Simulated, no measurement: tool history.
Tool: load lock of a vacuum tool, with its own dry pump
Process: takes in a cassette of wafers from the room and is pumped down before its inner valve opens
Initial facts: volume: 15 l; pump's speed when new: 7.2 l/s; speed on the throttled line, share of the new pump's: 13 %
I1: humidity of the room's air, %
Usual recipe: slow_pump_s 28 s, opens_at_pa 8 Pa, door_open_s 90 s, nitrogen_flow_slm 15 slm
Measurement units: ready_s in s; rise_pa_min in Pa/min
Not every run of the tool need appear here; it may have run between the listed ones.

run 1 day=0.000 | slow_pump_s=28 opens_at_pa=8 door_open_s=90 nitrogen_flow_slm=15 | I1=42.8 | ready_s=44.4 rise_pa_min=0.056
run 2 day=7.788 | slow_pump_s=28 opens_at_pa=8 door_open_s=90 nitrogen_flow_slm=15 | I1=44.6 | ready_s=43.5 rise_pa_min=0.062
run 3 day=13.192 | slow_pump_s=28 opens_at_pa=8 door_open_s=90 nitrogen_flow_slm=15 | I1=44.5 | ready_s=44.0 rise_pa_min=0.054
run 4 day=22.275 | slow_pump_s=28 opens_at_pa=8 door_open_s=90 nitrogen_flow_slm=15 | I1=43.3 | ready_s=44.3 rise_pa_min=0.054
run 5 day=27.854 | slow_pump_s=28 opens_at_pa=8 door_open_s=90 nitrogen_flow_slm=15 | I1=44.3 | ready_s=44.2 rise_pa_min=0.057
run 6 day=33.075 | slow_pump_s=28 opens_at_pa=8 door_open_s=90 nitrogen_flow_slm=15 | I1=44.8 | ready_s=44.6 rise_pa_min=0.061
run 7 day=37.267 | slow_pump_s=28 opens_at_pa=8 door_open_s=90 nitrogen_flow_slm=15 | I1=43.6 | ready_s=43.9 rise_pa_min=0.056
run 8 day=41.725 | slow_pump_s=28 opens_at_pa=8 door_open_s=90 nitrogen_flow_slm=15 | I1=47.1 | ready_s=44.5 rise_pa_min=0.061
run 9 day=50.904 | slow_pump_s=28 opens_at_pa=8 door_open_s=90 nitrogen_flow_slm=15 | I1=48.4 | ready_s=43.9 rise_pa_min=0.061
run 10 day=54.929 | slow_pump_s=28 opens_at_pa=8 door_open_s=90 nitrogen_flow_slm=15 | I1=44.7 | ready_s=44.7 rise_pa_min=0.062
run 11 day=63.112 | slow_pump_s=28 opens_at_pa=8 door_open_s=90 nitrogen_flow_slm=11 | I1=45.4 | ready_s=44.0 rise_pa_min=0.064
run 12 day=71.638 | slow_pump_s=28 opens_at_pa=8 door_open_s=90 nitrogen_flow_slm=15 | I1=45.1 | ready_s=44.1 rise_pa_min=0.063
run 13 day=79.400 | slow_pump_s=28 opens_at_pa=8 door_open_s=90 nitrogen_flow_slm=15 | I1=42.9 | ready_s=44.1 rise_pa_min=0.056
-- day=80.238 door's seal changed, seat wiped
run 14 day=88.221 | slow_pump_s=28 opens_at_pa=8 door_open_s=90 nitrogen_flow_slm=5 | I1=45.8 | ready_s=44.0 rise_pa_min=0.087
run 15 day=94.308 | slow_pump_s=28 opens_at_pa=8 door_open_s=90 nitrogen_flow_slm=5 | I1=46.0 | ready_s=44.2 rise_pa_min=0.079
run 16 day=99.425 | slow_pump_s=28 opens_at_pa=8 door_open_s=90 nitrogen_flow_slm=15 | I1=44.9 | ready_s=44.4 rise_pa_min=0.054
run 17 day=105.496 | slow_pump_s=38 opens_at_pa=9 door_open_s=211 nitrogen_flow_slm=10 | I1=45.9 | ready_s=52.1 rise_pa_min=0.087
run 18 day=110.542 | slow_pump_s=19 opens_at_pa=14 door_open_s=126 nitrogen_flow_slm=6 | I1=47.4 | ready_s=35.2 rise_pa_min=0.088
run 19 day=119.062 | slow_pump_s=51 opens_at_pa=16 door_open_s=78 nitrogen_flow_slm=12 | I1=44.3 | ready_s=62.7 rise_pa_min=0.055
run 20 day=123.704 | slow_pump_s=33 opens_at_pa=8 door_open_s=90 nitrogen_flow_slm=15 | I1=46.7 | ready_s=48.1 rise_pa_min=0.062
run 21 day=127.750 | slow_pump_s=33 opens_at_pa=15 door_open_s=90 nitrogen_flow_slm=15 | I1=42.1 | ready_s=46.7 rise_pa_min=0.054
run 22 day=136.283 | slow_pump_s=43 opens_at_pa=8 door_open_s=90 nitrogen_flow_slm=5 | I1=45.9 | ready_s=56.9 rise_pa_min=0.079
run 23 day=141.088 | slow_pump_s=46 opens_at_pa=12 door_open_s=90 nitrogen_flow_slm=5 | I1=43.9 | ready_s=58.6 rise_pa_min=0.078
run 24 day=148.762 | slow_pump_s=17 opens_at_pa=7 door_open_s=106 nitrogen_flow_slm=8 | I1=44.9 | ready_s=34.7 rise_pa_min=0.070
run 25 day=156.600 | slow_pump_s=17 opens_at_pa=7 door_open_s=106 nitrogen_flow_slm=8 | I1=45.3 | ready_s=34.8 rise_pa_min=0.075
run 26 day=165.583 | slow_pump_s=27 opens_at_pa=9 door_open_s=26 nitrogen_flow_slm=9 | I1=44.3 | ready_s=43.3 rise_pa_min=0.050
run 27 day=169.858 | slow_pump_s=28 opens_at_pa=8 door_open_s=69 nitrogen_flow_slm=32 | I1=47.2 | ready_s=44.2 rise_pa_min=0.040
run 28 day=174.238 | slow_pump_s=28 opens_at_pa=8 door_open_s=69 nitrogen_flow_slm=32 | I1=45.2 | ready_s=44.5 rise_pa_min=0.037
run 29 day=182.271 | slow_pump_s=28 opens_at_pa=8 door_open_s=101 nitrogen_flow_slm=5 | I1=42.2 | ready_s=44.0 rise_pa_min=0.076
run 30 day=190.754 | slow_pump_s=29 opens_at_pa=8 door_open_s=90 nitrogen_flow_slm=15 | I1=45.9 | ready_s=44.8 rise_pa_min=0.056
run 31 day=196.167 | slow_pump_s=28 opens_at_pa=8 door_open_s=128 nitrogen_flow_slm=11 | I1=44.5 | ready_s=44.0 rise_pa_min=0.072

Here are 3 independent what-if runs from the current tool condition. What would each one return?
run A day=202.092 | slow_pump_s=27 opens_at_pa=8 door_open_s=182 nitrogen_flow_slm=15 | I1=48.4 | ready_s=? rise_pa_min=?
run B day=202.092 | slow_pump_s=28 opens_at_pa=8 door_open_s=209 nitrogen_flow_slm=9 | I1=44.3 | ready_s=? rise_pa_min=?
run C day=202.092 | slow_pump_s=28 opens_at_pa=9 door_open_s=128 nitrogen_flow_slm=11 | I1=48.6 | ready_s=? rise_pa_min=?

run=A ready_s=42.7 rise_pa_min=0.076
run=B ready_s=44.1 rise_pa_min=0.087
run=C ready_s=43.6 rise_pa_min=0.075
With no hidden state in the tool, these same runs would have given:
run=A ready_s=42.7 rise_pa_min=0.076
run=B ready_s=44.1 rise_pa_min=0.086
run=C ready_s=43.6 rise_pa_min=0.074
